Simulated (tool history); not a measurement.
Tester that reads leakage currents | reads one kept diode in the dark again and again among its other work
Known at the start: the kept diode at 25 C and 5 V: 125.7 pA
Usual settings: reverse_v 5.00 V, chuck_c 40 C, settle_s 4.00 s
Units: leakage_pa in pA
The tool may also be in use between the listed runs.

Run 1, day 0.000: usual settings. Result: leakage_pa 376.39 pA.
Run 2, day 1.583: usual settings. Result: leakage_pa 373.82 pA.
Run 3, day 2.925: usual settings. Result: leakage_pa 375.22 pA.
Run 4, day 4.758: usual settings. Result: leakage_pa 373.88 pA.
Run 5, day 6.750: usual settings. Result: leakage_pa 373.02 pA.
Run 6, day 8.183: usual settings. Result: leakage_pa 373.60 pA.
Run 7, day 9.400: usual settings but reverse_v 3.85 V. Result: leakage_pa 329.02 pA.
Run 8, day 12.067: usual settings but reverse_v 3.85 V. Result: leakage_pa 330.85 pA.
Run 9, day 13.371: usual settings. Result: leakage_pa 373.76 pA.
Run 10, day 14.712: usual settings. Result: leakage_pa 374.44 pA.
Run 11, day 17.550: usual settings. Result: leakage_pa 374.82 pA.
Run 12, day 19.117: usual settings. Result: leakage_pa 374.09 pA.
Run 13, day 22.075: usual settings. Result: leakage_pa 373.63 pA.
Run 14, day 23.996: usual settings but reverse_v 9.57 V. Result: leakage_pa 536.35 pA.
Run 15, day 26.092: usual settings. Result: leakage_pa 386.09 pA.
Run 16, day 27.458: usual settings. Result: leakage_pa 387.08 pA.
Run 17, day 30.392: usual settings but chuck_c 23 C. Result: leakage_pa 112.72 pA.
Run 18, day 33.104: usual settings but chuck_c 54 C. Result: leakage_pa 992.59 pA.
Run 19, day 34.629: usual settings but chuck_c 28 C. Result: leakage_pa 164.30 pA.
Run 20, day 37.196: usual settings but chuck_c 28 C. Result: leakage_pa 162.72 pA.
Run 21, day 39.746: usual settings but chuck_c 28 C. Result: leakage_pa 163.54 pA.
Run 22, day 42.375: usual settings but reverse_v 3.04 V, chuck_c 28 C. Result: leakage_pa 127.47 pA.
Run 23, day 43.908: usual settings but reverse_v 3.04 V, chuck_c 47 C, settle_s 1.37 s. Result: leakage_pa 487.91 pA.
Run 24, day 46.625: usual settings but reverse_v 15.26 V, chuck_c 21 C, settle_s 3.18 s. Result: leakage_pa 175.42 pA.
Run 25, day 49.196: usual settings but reverse_v 17.44 V, settle_s 0.53 s. Result: leakage_pa 724.64 pA.
Run 26, day 51.492: usual settings but reverse_v 1.41 V, chuck_c 29 C. Result: leakage_pa 92.98 pA.
Run 27, day 53.296: usual settings but reverse_v 15.74 V, chuck_c 21 C, settle_s 1.52 s. Result: leakage_pa 178.63 pA.
Run 28, day 54.842: usual settings but reverse_v 4.25 V, chuck_c 28 C. Result: leakage_pa 149.86 pA.
Run 29, day 56.725: usual settings but reverse_v 1.58 V, chuck_c 38 C, settle_s 9.59 s. Result: leakage_pa 189.32 pA.
Run 30, day 58.383: usual settings but reverse_v 7.52 V, chuck_c 30 C, settle_s 3.22 s. Result: leakage_pa 231.58 pA.
Run 31, day 61.238: usual settings but reverse_v 7.52 V, chuck_c 30 C, settle_s 6.57 s. Result: leakage_pa 230.99 pA.
Run 32, day 62.812: usual settings but reverse_v 13.50 V, chuck_c 39 C, settle_s 1.71 s. Result: leakage_pa 589.75 pA.
Run 33, day 64.071: usual settings but reverse_v 13.50 V, chuck_c 39 C, settle_s 1.71 s. Result: leakage_pa 591.92 pA.
Run 34, day 65.962: usual settings but reverse_v 18.64 V, chuck_c 33 C, settle_s 4.47 s. Result: leakage_pa 456.97 pA.
Run 35, day 67.288: usual settings but reverse_v 2.86 V, settle_s 0.90 s. Result: leakage_pa 291.39 pA.
Run 36, day 68.575: usual settings but reverse_v 1.48 V, settle_s 1.46 s. Result: leakage_pa 209.75 pA.
Run 37, day 71.508: usual settings but reverse_v 13.07 V, settle_s 0.36 s. Result: leakage_pa 627.80 pA.
Run 38, day 73.058: usual settings but reverse_v 1.05 V, chuck_c 58 C, settle_s 3.50 s. Result: leakage_pa 582.78 pA.
Run 39, day 74.908: usual settings but reverse_v 5.79 V, chuck_c 25 C, settle_s 2.06 s. Result: leakage_pa 141.17 pA.

Taken out of this log: 1 entry between the listed runs. Where each belongs, and how the hidden state differs across it:
Between runs 13 and 14: chuck's temperature calibrated (day 23.054)
  stray current of the dirty probe card, pA a volt: 0.834 -> 0.847; current scale over the true one, %: 0.24 -> 0.25; true chuck temperature over the reading, C: -0.54 -> 0.05
  measured less the result without the state, leakage_pa: -9.24 -> +11.26 pA

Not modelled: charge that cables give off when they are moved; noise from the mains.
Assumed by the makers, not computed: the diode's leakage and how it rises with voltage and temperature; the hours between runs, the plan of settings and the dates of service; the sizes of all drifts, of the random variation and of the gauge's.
